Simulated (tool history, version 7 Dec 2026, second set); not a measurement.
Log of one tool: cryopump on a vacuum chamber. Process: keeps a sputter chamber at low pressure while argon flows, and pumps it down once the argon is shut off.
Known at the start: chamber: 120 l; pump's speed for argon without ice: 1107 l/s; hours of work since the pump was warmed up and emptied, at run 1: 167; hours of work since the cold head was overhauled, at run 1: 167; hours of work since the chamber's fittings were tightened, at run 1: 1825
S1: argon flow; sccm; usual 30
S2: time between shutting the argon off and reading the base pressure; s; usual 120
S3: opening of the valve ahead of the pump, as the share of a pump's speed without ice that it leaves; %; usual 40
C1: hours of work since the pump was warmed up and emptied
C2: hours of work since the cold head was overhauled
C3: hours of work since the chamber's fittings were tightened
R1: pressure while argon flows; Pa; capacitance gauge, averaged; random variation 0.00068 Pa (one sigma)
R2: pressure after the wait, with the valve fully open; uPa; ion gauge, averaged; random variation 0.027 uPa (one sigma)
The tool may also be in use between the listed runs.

run	day	S1	S2	S3	C1	C2	C3	R1	R2
1	0	30	120	40	167	167	1825	0.1193	4.55
2	0.758	30	120	45	176	176	1833	0.1054	4.67
3	1.808	30	120	40	188	188	1845	0.1186	4.67
4	2.688	30	120	40	198	198	1856	0.1184	4.79
5	3.754	30	120	40	210	210	1868	0.1211	4.8
6	4.471	30	133	40	219	219	1876	0.1206	4.54
7	4.929	30	133	40	224	224	1881	0.1188	4.65
8	5.742	30	133	40	233	233	1891	0.1189	4.75
9	6.762	30	133	40	245	245	1903	0.1207	4.89
10	7.283	30	133	40	251	251	1909	0.1208	4.79
11	7.992	30	133	40	259	259	1917	0.1199	4.79
12	8.546	30	133	40	266	266	1923	0.1213	4.92
13	9.175	30	120	57	273	273	1931	0.086	5
14	9.621	22	120	40	278	278	1936	0.0887	5.09
15	10.162	43	76	40	284	284	1942	0.1725	5.68
16	11.154	43	76	40	296	296	1953	0.174	5.57
17	12.088	30	120	48	307	307	1964	0.1023	5.23
18	13.125	30	157	22	319	319	1976	0.2162	4.99
19	13.788	30	258	32	326	326	1984	0.1496	4.66
20	14.85	19	98	17	339	339	1996	0.1759	5.4
21	15.746	35	201	17	349	349	2007	0.3229	4.84
22	16.292	18	88	56	355	355	2013	0.0541	5.7
23	16.796	18	88	56	361	361	2019	0.0547	5.52
24	17.5	53	54	40	369	369	2027	0.2179	6.46
25	18.3	17	24	23	378	378	2036	0.1174	9.43
26	18.958	17	24	23	386	386	2044	0.1176	9.28
27	19.842	37	24	23	396	396	2054	0.2557	9.32
28	20.596	37	24	23	405	405	2063	0.2581	9.14

4 ways to go on from here, each from the tool as it stands after run 28. What would each give?
A	21.567	30	120	40	416	416	2074	?	?
B	21.567	30	137	31	416	416	2074	?	?
C	21.567	37	174	23	416	416	2074	?	?
D	21.567	21	282	23	416	416	2074	?	?

run	R1	R2
A	0.1253	5.62
B	0.1566	5.42
C	0.2567	5.24
D	0.1468	4.94
Without the tool's hidden state the same runs would have given:
run	R1	R2
A	0.1152	1.29
B	0.1466	1.11
C	0.2444	0.97
D	0.1397	0.66
